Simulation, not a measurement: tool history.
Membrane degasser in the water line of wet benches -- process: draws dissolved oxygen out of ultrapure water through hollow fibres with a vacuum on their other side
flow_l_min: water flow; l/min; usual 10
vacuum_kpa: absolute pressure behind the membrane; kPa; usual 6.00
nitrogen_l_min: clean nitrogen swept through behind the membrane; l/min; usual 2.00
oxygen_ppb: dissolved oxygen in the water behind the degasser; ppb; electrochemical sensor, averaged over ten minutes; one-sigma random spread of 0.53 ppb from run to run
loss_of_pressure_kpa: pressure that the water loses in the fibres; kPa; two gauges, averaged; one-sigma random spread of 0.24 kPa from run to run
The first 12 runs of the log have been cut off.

run	day	flow_l_min	vacuum_kpa	nitrogen_l_min	hours since the membrane was changed	hours since the vacuum gauge was calibrated	hours since the vacuum lines were made tight	oxygen_ppb	loss_of_pressure_kpa
13	43.196	10	6.00	2.49	4142	4924	7116	43.5	63.33
# day 46.696: seals of the vacuum lines changed
14	46.696	10	6.00	2.49	4223	5006	0	39.5	63.81
15	48.975	10	6.00	0.83	4278	5061	55	94.9	63.84
16	51.988	10	6.00	0.83	4351	5133	127	94.9	63.67
17	56.396	10	6.00	3.09	4456	5239	233	34.4	63.62
18	59.350	10	6.00	3.09	4527	5310	304	33.9	63.33
19	61.983	10	7.02	0.89	4590	5373	367	116.7	63.85
20	65.875	9	7.02	0.89	4684	5467	460	102.4	57.28
21	68.396	9	7.02	0.89	4744	5527	521	105.2	57.33
22	71.925	10	4.42	4.57	4829	5612	605	18.4	63.75
23	75.458	10	4.42	4.57	4914	5697	690	18.6	63.60
24	78.846	10	4.42	4.57	4995	5778	772	18.9	63.76
25	82.383	10	4.42	4.57	5080	5863	857	18.6	63.80
26	84.821	10	4.42	4.57	5138	5921	915	19.6	64.06
27	87.562	10	4.42	0.98	5204	5987	981	45.6	64.23
28	90.696	10	4.42	0.98	5279	6062	1056	47.3	64.37
29	92.992	7	6.85	1.59	5335	6117	1111	43.7	44.47
30	97.875	7	6.85	1.59	5452	6235	1228	45.4	44.87
31	102.225	7	6.85	1.59	5556	6339	1333	44.7	44.85

3 ways to go on from here, each from the tool as it stands after run 31. What would each give?
A	105.162	10	8.17	2.00	5627	6409	1403	?	?
B	105.162	10	7.76	4.64	5627	6409	1403	?	?
C	105.162	7	5.30	1.59	5627	6409	1403	?	?

run	oxygen_ppb	loss_of_pressure_kpa
A	73.9	64.50
B	36.8	64.56
C	27.7	44.97
Without the tool's unlogged condition, the same runs would have read:
run	oxygen_ppb	loss_of_pressure_kpa
A	68.6	63.00
B	33.5	63.06
C	24.1	43.93
